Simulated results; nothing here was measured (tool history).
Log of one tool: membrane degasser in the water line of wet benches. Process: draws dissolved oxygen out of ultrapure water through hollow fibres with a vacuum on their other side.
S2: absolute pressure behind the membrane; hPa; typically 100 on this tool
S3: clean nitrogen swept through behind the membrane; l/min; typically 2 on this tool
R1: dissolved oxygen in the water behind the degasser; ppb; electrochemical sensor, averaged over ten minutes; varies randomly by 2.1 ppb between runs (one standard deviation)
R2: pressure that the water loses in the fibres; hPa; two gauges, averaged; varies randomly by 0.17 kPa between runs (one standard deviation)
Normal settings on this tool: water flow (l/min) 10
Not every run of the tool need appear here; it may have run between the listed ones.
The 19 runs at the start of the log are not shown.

Run 20, hour 2804.3: usual settings but water flow (l/min) 15, S2 146 hPa, S3 0.92 l/min. Result: R1 707.6 ppb, R2 460 hPa.
Run 21, hour 2988.5: usual settings but water flow (l/min) 8, S2 136 hPa, S3 1.24 l/min. Result: R1 285 ppb, R2 244.6 hPa.
Run 22, hour 3106.5: usual settings but water flow (l/min) 8, S2 136 hPa, S3 3.36 l/min. Result: R1 189.3 ppb, R2 245.3 hPa.
Run 23, hour 3249.8: usual settings but S2 126 hPa, S3 2.04 l/min. Result: R1 293.4 ppb, R2 307.6 hPa.
Run 24, hour 3366.5: usual settings. Result: R1 261.8 ppb, R2 311.7 hPa.
Run 25, hour 3505.4: usual settings but water flow (l/min) 13, S2 72 hPa. Result: R1 336 ppb, R2 404.5 hPa.
Run 26, hour 3659.5: usual settings but S3 2.62 l/min. Result: R1 244.2 ppb, R2 312.2 hPa.
Run 27, hour 3783.4: usual settings but water flow (l/min) 15, S2 239 hPa, S3 2.67 l/min. Result: R1 584.8 ppb, R2 467.1 hPa.
Run 28, hour 3922: usual settings but water flow (l/min) 8, S3 4.35 l/min. Result: R1 158.6 ppb, R2 249.1 hPa.
Run 29, hour 4085.2: usual settings but water flow (l/min) 8, S2 77 hPa, S3 0.97 l/min. Result: R1 218 ppb, R2 251.4 hPa.
Run 30, hour 4195.2: usual settings but water flow (l/min) 8, S2 77 hPa, S3 0.97 l/min. Result: R1 217 ppb, R2 248.6 hPa.
Run 31, hour 4304.6: usual settings but water flow (l/min) 9. Result: R1 228.7 ppb, R2 282.7 hPa.
Run 32, hour 4462: usual settings but water flow (l/min) 11, S3 1.34 l/min. Result: R1 351.4 ppb, R2 346.3 hPa.

4 ways to go on from here, each from the tool as it stands after run 32. What would each give?
At hour 4521.2: membrane cartridge changed.
Run A, hour 4621.9: usual settings but water flow (l/min) 8, S2 62 hPa, S3 0.81 l/min. Result: R1 ?, R2 ?.
At hour 4521.2: membrane cartridge changed.
Run B, hour 4621.9: usual settings but water flow (l/min) 13, S3 1.34 l/min. Result: R1 ?, R2 ?.
At hour 4521.2: membrane cartridge changed.
Run C, hour 4621.9: usual settings but water flow (l/min) 11, S2 65 hPa, S3 3.17 l/min. Result: R1 ?, R2 ?.
At hour 4521.2: membrane cartridge changed.
Run D, hour 4621.9: usual settings but water flow (l/min) 11, S3 5.66 l/min. Result: R1 ?, R2 ?.

run     R1     R2
  A  160.9  227.9
  B  357.9  372.4
  C  185.6  315.1
  D    187  314.3
With the hidden condition removed and each run's random variation left untouched, the same runs would have given:
run     R1     R2
  A  156.7  227.7
  B  352.9  372.1
  C  183.7  314.8
  D  185.3  314.1
